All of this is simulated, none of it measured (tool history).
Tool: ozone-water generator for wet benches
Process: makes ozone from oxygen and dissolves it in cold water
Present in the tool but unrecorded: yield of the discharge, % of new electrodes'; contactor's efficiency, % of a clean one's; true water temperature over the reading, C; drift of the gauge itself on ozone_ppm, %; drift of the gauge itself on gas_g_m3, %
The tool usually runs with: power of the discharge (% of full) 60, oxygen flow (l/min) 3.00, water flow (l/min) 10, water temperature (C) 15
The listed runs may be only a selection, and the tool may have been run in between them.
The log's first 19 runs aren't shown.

| run | hour | power of the discharge (% of full) | oxygen flow (l/min) | water flow (l/min) | water temperature (C) | hours of work since the electrodes were changed | hours of work since the contactor was cleaned | hours of work since the thermometer was calibrated | dissolved ozone (ppm) | ozone in the gas ahead of the water (g/m3) |
|---|---|---|---|---|---|---|---|---|---|---|
| 20 | 1016.6 | 98 | 4.45 | 10 | 16 | 1594 | 79 | 512 | 24.9 | 210.0 |
| 21 | 1045.0 | 98 | 4.45 | 10 | 16 | 1613 | 98 | 531 | 25.0 | 208.1 |
| 22 | 1109.4 | 98 | 4.45 | 10 | 16 | 1656 | 141 | 574 | 24.7 | 210.6 |
| 23 | 1180.1 | 60 | 3.00 | 10 | 19 | 1703 | 188 | 621 | 16.3 | 175.7 |
| 24 | 1231.3 | 60 | 3.00 | 10 | 19 | 1737 | 222 | 656 | 16.7 | 175.3 |
| 25 | 1264.8 | 60 | 3.00 | 10 | 20 | 1760 | 245 | 678 | 15.9 | 176.8 |
| 26 | 1308.9 | 99 | 3.00 | 10 | 20 | 1789 | 274 | 707 | 23.1 | 251.0 |
| 27 | 1375.5 | 99 | 3.00 | 9 | 20 | 1834 | 319 | 752 | 25.2 | 250.3 |
| 28 | 1425.5 | 99 | 2.68 | 12 | 20 | 1867 | 352 | 785 | 20.2 | 260.9 |
| 29 | 1463.4 | 100 | 2.68 | 12 | 20 | 1893 | 378 | 811 | 19.8 | 264.0 |
| 30 | 1520.3 | 60 | 2.62 | 10 | 11 | 1931 | 416 | 849 | 17.8 | 184.0 |
| 31 | 1580.2 | 60 | 2.62 | 10 | 11 | 1971 | 456 | 889 | 18.2 | 187.1 |
| 32 | 1618.1 | 64 | 4.54 | 12 | 16 | 1996 | 481 | 914 | 15.9 | 152.4 |
| 33 | 1674.0 | 72 | 1.60 | 6 | 11 | 2033 | 519 | 952 | 29.0 | 262.8 |

Below are 4 alternative next runs, each starting from the tool's condition after run 33. Predict each:
| A | 1702.8 | 64 | 3.59 | 10 | 13 | 2053 | 538 | 971 | ? | ? |
| B | 1702.8 | 60 | 1.83 | 15 | 12 | 2053 | 538 | 971 | ? | ? |
| C | 1702.8 | 60 | 2.14 | 6 | 15 | 2053 | 538 | 971 | ? | ? |
| D | 1702.8 | 52 | 3.00 | 10 | 15 | 2053 | 538 | 971 | ? | ? |

| run | dissolved ozone (ppm) | ozone in the gas ahead of the water (g/m3) |
|---|---|---|
| A | 19.1 | 167.4 |
| B | 11.2 | 215.6 |
| C | 24.6 | 204.7 |
| D | 15.5 | 156.5 |
The same runs, with their run-to-run variation unchanged, on a tool lacking any hidden condition would have given:
| run | dissolved ozone (ppm) | ozone in the gas ahead of the water (g/m3) |
|---|---|---|
| A | 20.2 | 176.3 |
| B | 11.9 | 226.4 |
| C | 26.0 | 215.0 |
| D | 16.3 | 163.4 |
